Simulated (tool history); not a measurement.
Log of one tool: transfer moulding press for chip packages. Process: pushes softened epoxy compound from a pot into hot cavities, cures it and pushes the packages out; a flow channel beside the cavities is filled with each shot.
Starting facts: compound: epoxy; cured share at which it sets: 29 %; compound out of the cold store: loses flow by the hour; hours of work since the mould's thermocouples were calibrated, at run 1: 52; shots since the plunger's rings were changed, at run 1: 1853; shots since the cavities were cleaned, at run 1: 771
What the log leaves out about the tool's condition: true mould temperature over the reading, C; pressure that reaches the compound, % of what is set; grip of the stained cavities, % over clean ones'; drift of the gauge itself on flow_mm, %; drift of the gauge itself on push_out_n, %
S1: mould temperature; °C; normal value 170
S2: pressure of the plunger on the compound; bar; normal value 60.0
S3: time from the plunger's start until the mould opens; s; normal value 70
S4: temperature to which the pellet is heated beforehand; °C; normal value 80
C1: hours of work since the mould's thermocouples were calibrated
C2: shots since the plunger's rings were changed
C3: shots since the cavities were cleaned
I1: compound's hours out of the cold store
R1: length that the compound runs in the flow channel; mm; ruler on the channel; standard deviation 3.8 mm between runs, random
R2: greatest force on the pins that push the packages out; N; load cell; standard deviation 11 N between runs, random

run    hour   S1    S2   S3  S4   C1    C2    C3    I1    R1    R2
  1     0.0  170  60.0   70  80   52  1853   771  15.0   963   980
       30.8  -- cavities cleaned with cleaning compound and waxed
  2    46.1  170  60.0   70  80   75  2452   206  12.8   962   721
  3    79.7  170  60.0   70  80   93  2902   656  22.0   911   963
  4   116.1  170  60.0   70  76  112  3390  1144  36.5   827  1009
      120.7  -- cavities cleaned with cleaning compound and waxed
  5   149.6  170  70.2   70  76  129  3819   388  41.9   864   758
      154.6  -- plunger's sealing rings changed
  6   197.4  170  60.0   70  80  153   573   995  21.5   955  1011
      211.0  -- cavities cleaned with cleaning compound and waxed
  7   234.8  170  60.0   70  80  172  1055   320   8.5  1016   778
  8   262.0  170  60.0   70  80  186  1419   684  12.6   980   980
      301.1  -- cavities cleaned with cleaning compound and waxed
  9   309.8  170  60.0   52  80  210  2040   117  18.3   941  1228
 10   339.8  170  60.0   52  80  226  2441   518  41.4   822  1544
 11   385.8  170  45.6   52  80  250  3058  1135  15.6   820  2128
      391.5  -- cavities cleaned with cleaning compound and waxed
 12   418.4  170  60.0   70  71  267  3476   361  43.9   797   742
      450.6  -- plunger's sealing rings changed
 13   466.7  170  60.0   70  71  291   216   975  15.9   986  1050
      481.5  -- cavities cleaned with cleaning compound and waxed
 14   513.0  170  60.0   70  71  314   816   422  36.7   869   790
 15   541.6  170  60.0   70  71  330  1200   806  16.4   965   938
      569.7  -- cavities cleaned with cleaning compound and waxed
 16   588.1  170  62.6   70  88  353  1803   247  30.4   900   669
 17   614.7  170  62.6   70  88  367  2159   603  14.3   976   899
 18   638.8  167  49.4   70  80  380  2483   927   9.8   896  1186
      658.4  -- cavities cleaned with cleaning compound and waxed
 19   683.3  167  49.4   70  80  403  3060   335  20.2   833   900
 20   715.7  167  60.1   70  85  420  3494   769  28.0   875  1046
 21   736.0  162  72.8   70  80  430  3766  1041  38.0   918  1522
      744.8  -- plunger's sealing rings changed
      748.9  -- cavities cleaned with cleaning compound and waxed
 22   766.5  162  59.6   70  79  444   271   235  19.5   980  1147
 23   808.7  162  59.6   70  89  467   837   801  35.5   893  1439
      838.4  -- cavities cleaned with cleaning compound and waxed
 24   838.7  162  59.6   70  89  482  1219     4  41.1   850   768
 25   872.7  166  58.6  109  79  499  1674   459  34.9   862   627
 26   917.1  166  58.6  109  79  523  2271  1056  18.9   926   749
      926.2  -- cavities cleaned with cleaning compound and waxed
 27   942.4  166  63.2  109  79  535  2590   218  27.2   918   521
 28   980.6  167  63.2   58  79  556  3102   730  12.6   983  1744
     1015.1  -- cavities cleaned with cleaning compound and waxed
 29  1023.4  170  60.0   70  85  577  3655   111  14.1   931   611

Branching from run 29: 3 alternative next runs. What would each branch give?
     1041.6  -- plunger's sealing rings changed
  A  1071.5  170  60.0   85  85  601  401  722   8.3   ?   ?
     1041.6  -- plunger's sealing rings changed
  B  1071.5  175  60.0   70  85  601  401  722  36.3   ?   ?
     1041.6  -- plunger's sealing rings changed
  C  1071.5  170  60.0  103  84  601  401  722  42.2   ?   ?

run    R1   R2
  A  1019  739
  B   864  747
  C   846  683
Stripped of hidden state, with their random variation kept, the same runs would have yielded:
run    R1   R2
  A  1029  400
  B   872  401
  C   854  359
